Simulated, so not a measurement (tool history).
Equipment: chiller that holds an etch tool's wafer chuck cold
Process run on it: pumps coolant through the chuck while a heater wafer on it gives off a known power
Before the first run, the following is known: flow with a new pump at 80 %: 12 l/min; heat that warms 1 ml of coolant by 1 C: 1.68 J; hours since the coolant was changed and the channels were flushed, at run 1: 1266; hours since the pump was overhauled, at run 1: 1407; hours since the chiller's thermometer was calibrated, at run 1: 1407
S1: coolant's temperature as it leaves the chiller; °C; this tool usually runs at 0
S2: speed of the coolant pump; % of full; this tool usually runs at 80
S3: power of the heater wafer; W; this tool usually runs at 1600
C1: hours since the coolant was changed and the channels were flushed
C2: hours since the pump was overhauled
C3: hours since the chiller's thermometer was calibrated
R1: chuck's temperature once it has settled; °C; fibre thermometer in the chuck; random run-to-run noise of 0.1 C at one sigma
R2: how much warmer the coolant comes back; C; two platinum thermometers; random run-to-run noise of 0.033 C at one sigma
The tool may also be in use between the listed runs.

{"run": 1, "hour": 0.0, "S1": 0, "S2": 80, "S3": 1600, "C1": 1266, "C2": 1407, "C3": 1407, "R1": 16.9, "R2": 4.92}
{"run": 2, "hour": 42.3, "S1": 0, "S2": 80, "S3": 1600, "C1": 1308, "C2": 1449, "C3": 1449, "R1": 16.9, "R2": 4.92}
{"run": 3, "hour": 81.3, "S1": 0, "S2": 80, "S3": 1600, "C1": 1347, "C2": 1488, "C3": 1488, "R1": 17, "R2": 4.96}
{"run": 4, "hour": 129.1, "S1": 0, "S2": 80, "S3": 1600, "C1": 1395, "C2": 1536, "C3": 1536, "R1": 16.9, "R2": 4.92}
{"run": 5, "hour": 156.0, "S1": 0, "S2": 80, "S3": 1600, "C1": 1422, "C2": 1563, "C3": 1563, "R1": 17.1, "R2": 4.97}
{"run": 6, "hour": 191.3, "S1": 0, "S2": 80, "S3": 1600, "C1": 1457, "C2": 1598, "C3": 1598, "R1": 17, "R2": 5.01}
{"run": 7, "hour": 228.3, "S1": 9, "S2": 85, "S3": 1142, "C1": 1494, "C2": 1635, "C3": 1635, "R1": 20.8, "R2": 3.35}
{"run": 8, "hour": 273.0, "S1": 9, "S2": 85, "S3": 1142, "C1": 1539, "C2": 1680, "C3": 1680, "R1": 20.8, "R2": 3.38}
{"run": 9, "hour": 316.1, "S1": -9, "S2": 62, "S3": 1142, "C1": 1582, "C2": 1723, "C3": 1723, "R1": 5, "R2": 4.5}
{"run": 10, "hour": 367.8, "S1": -9, "S2": 62, "S3": 1142, "C1": 1634, "C2": 1774, "C3": 1774, "R1": 5.2, "R2": 4.53}
{"run": 11, "hour": 401.9, "S1": -9, "S2": 62, "S3": 1142, "C1": 1668, "C2": 1808, "C3": 1808, "R1": 5.2, "R2": 4.51}

What if the next run were any one of these 3? Each begins from the tool's condition after run 11:
{"run": "A", "hour": 454.1, "S1": 7, "S2": 70, "S3": 1739, "C1": 1720, "C2": 1861, "C3": 1861, "R1": "?", "R2": "?"}
{"run": "B", "hour": 454.1, "S1": 0, "S2": 80, "S3": 1427, "C1": 1720, "C2": 1861, "C3": 1861, "R1": "?", "R2": "?"}
{"run": "C", "hour": 454.1, "S1": 3, "S2": 67, "S3": 2137, "C1": 1720, "C2": 1861, "C3": 1861, "R1": "?", "R2": "?"}

run=A R1=27 R2=6.17
run=B R1=15.2 R2=4.41
run=C R1=28.1 R2=7.96
Without the tool's unlogged condition, the same runs would have read:
run=A R1=25.7 R2=5.89
run=B R1=14.2 R2=4.21
run=C R1=26.5 R2=7.6
